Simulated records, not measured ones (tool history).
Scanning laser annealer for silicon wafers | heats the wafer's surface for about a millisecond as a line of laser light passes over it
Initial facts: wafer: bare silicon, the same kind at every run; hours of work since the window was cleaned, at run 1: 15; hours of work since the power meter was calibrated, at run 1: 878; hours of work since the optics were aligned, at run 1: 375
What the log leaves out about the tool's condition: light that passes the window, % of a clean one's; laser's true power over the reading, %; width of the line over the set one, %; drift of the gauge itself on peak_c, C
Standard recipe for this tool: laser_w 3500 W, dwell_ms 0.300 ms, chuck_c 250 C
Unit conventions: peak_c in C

| run | hour | laser_w | dwell_ms | chuck_c | hours of work since the window was cleaned | hours of work since the power meter was calibrated | hours of work since the optics were aligned | peak_c |
|---|---|---|---|---|---|---|---|---|
| 1 | 0.0 | 3500 | 0.300 | 250 | 15 | 878 | 375 | 1089 |
| 2 | 14.3 | 3795 | 0.300 | 250 | 26 | 889 | 386 | 1172 |
| 3 | 39.4 | 3795 | 0.300 | 250 | 45 | 908 | 406 | 1170 |
| 4 | 60.6 | 3500 | 0.300 | 250 | 61 | 924 | 422 | 1086 |
| 5 | 82.1 | 3500 | 0.300 | 250 | 78 | 941 | 438 | 1087 |
| 6 | 110.8 | 3500 | 0.300 | 250 | 100 | 963 | 461 | 1087 |
| 7 | 138.6 | 3519 | 0.300 | 250 | 122 | 985 | 482 | 1093 |
| 8 | 154.4 | 3500 | 0.300 | 250 | 134 | 997 | 494 | 1086 |
| 9 | 182.9 | 3500 | 0.300 | 250 | 156 | 1019 | 516 | 1088 |
| 10 | 214.4 | 3500 | 0.334 | 250 | 180 | 1043 | 541 | 1131 |
| 11 | 249.5 | 3500 | 0.334 | 250 | 207 | 1070 | 568 | 1131 |
| 12 | 270.3 | 3500 | 0.334 | 250 | 223 | 1086 | 584 | 1130 |
| 13 | 288.8 | 3500 | 0.361 | 250 | 237 | 1100 | 598 | 1160 |
| 14 | 317.3 | 3500 | 0.361 | 250 | 259 | 1122 | 620 | 1164 |
| 15 | 342.0 | 3500 | 0.361 | 250 | 278 | 1141 | 639 | 1166 |
| 16 | 372.2 | 3232 | 0.361 | 250 | 302 | 1165 | 662 | 1078 |
| 17 | 399.1 | 3232 | 0.361 | 250 | 322 | 1186 | 683 | 1074 |
| 18 | 413.2 | 3232 | 0.361 | 250 | 333 | 1196 | 694 | 1076 |
| 19 | 444.5 | 3500 | 0.305 | 250 | 358 | 1221 | 718 | 1092 |
| 20 | 476.7 | 3500 | 0.305 | 250 | 382 | 1245 | 743 | 1091 |
| 21 | 494.1 | 3139 | 0.366 | 258 | 396 | 1259 | 756 | 1062 |
| 22 | 526.2 | 3003 | 0.249 | 258 | 421 | 1284 | 781 | 893 |
| 23 | 557.9 | 3500 | 0.240 | 255 | 445 | 1308 | 805 | 1006 |
| 24 | 574.2 | 3413 | 0.254 | 225 | 458 | 1321 | 818 | 972 |
|  | 581.6 | window over the wafer cleaned |
| 25 | 604.2 | 3297 | 0.244 | 276 | 17 | 1342 | 840 | 978 |
| 26 | 621.6 | 3500 | 0.258 | 221 | 31 | 1356 | 853 | 995 |
|  | 635.5 | optics aligned, line set to its width |
| 27 | 652.8 | 3500 | 0.258 | 221 | 51 | 1376 | 13 | 1003 |
| 28 | 681.1 | 3500 | 0.258 | 221 | 73 | 1398 | 35 | 996 |
| 29 | 697.2 | 3500 | 0.258 | 221 | 85 | 1410 | 48 | 1000 |
| 30 | 719.2 | 3342 | 0.300 | 268 | 102 | 1427 | 65 | 1058 |
| 31 | 735.4 | 3342 | 0.300 | 240 | 115 | 1440 | 77 | 1032 |
| 32 | 765.8 | 3342 | 0.300 | 240 | 138 | 1463 | 101 | 1029 |
| 33 | 800.6 | 3444 | 0.275 | 271 | 165 | 1490 | 127 | 1058 |
| 34 | 829.7 | 3465 | 0.281 | 226 | 188 | 1512 | 150 | 1025 |
| 35 | 848.3 | 3500 | 0.334 | 233 | 202 | 1527 | 164 | 1113 |
| 36 | 881.7 | 3500 | 0.231 | 272 | 228 | 1552 | 190 | 1012 |
| 37 | 898.4 | 3500 | 0.231 | 287 | 241 | 1565 | 203 | 1027 |
| 38 | 916.9 | 3715 | 0.300 | 279 | 255 | 1580 | 217 | 1177 |
| 39 | 942.3 | 3500 | 0.343 | 250 | 274 | 1599 | 237 | 1139 |
| 40 | 977.2 | 3500 | 0.343 | 250 | 301 | 1626 | 264 | 1141 |

Forecast each of these 5 alternatives for the next run:
| A | 1001.4 | 3743 | 0.299 | 213 | 320 | 1645 | 282 | ? |
| B | 1001.4 | 3567 | 0.337 | 216 | 320 | 1645 | 282 | ? |
| C | 1001.4 | 3500 | 0.345 | 219 | 320 | 1645 | 282 | ? |
| D | 1001.4 | 3027 | 0.343 | 254 | 320 | 1645 | 282 | ? |
| E | 1001.4 | 3351 | 0.322 | 211 | 320 | 1645 | 282 | ? |

| run | peak_c |
|---|---|
| A | 1119 |
| B | 1122 |
| C | 1115 |
| D | 997 |
| E | 1030 |
Without the tool's hidden state the same runs would have given:
| run | peak_c |
|---|---|
| A | 1120 |
| B | 1123 |
| C | 1116 |
| D | 997 |
| E | 1031 |
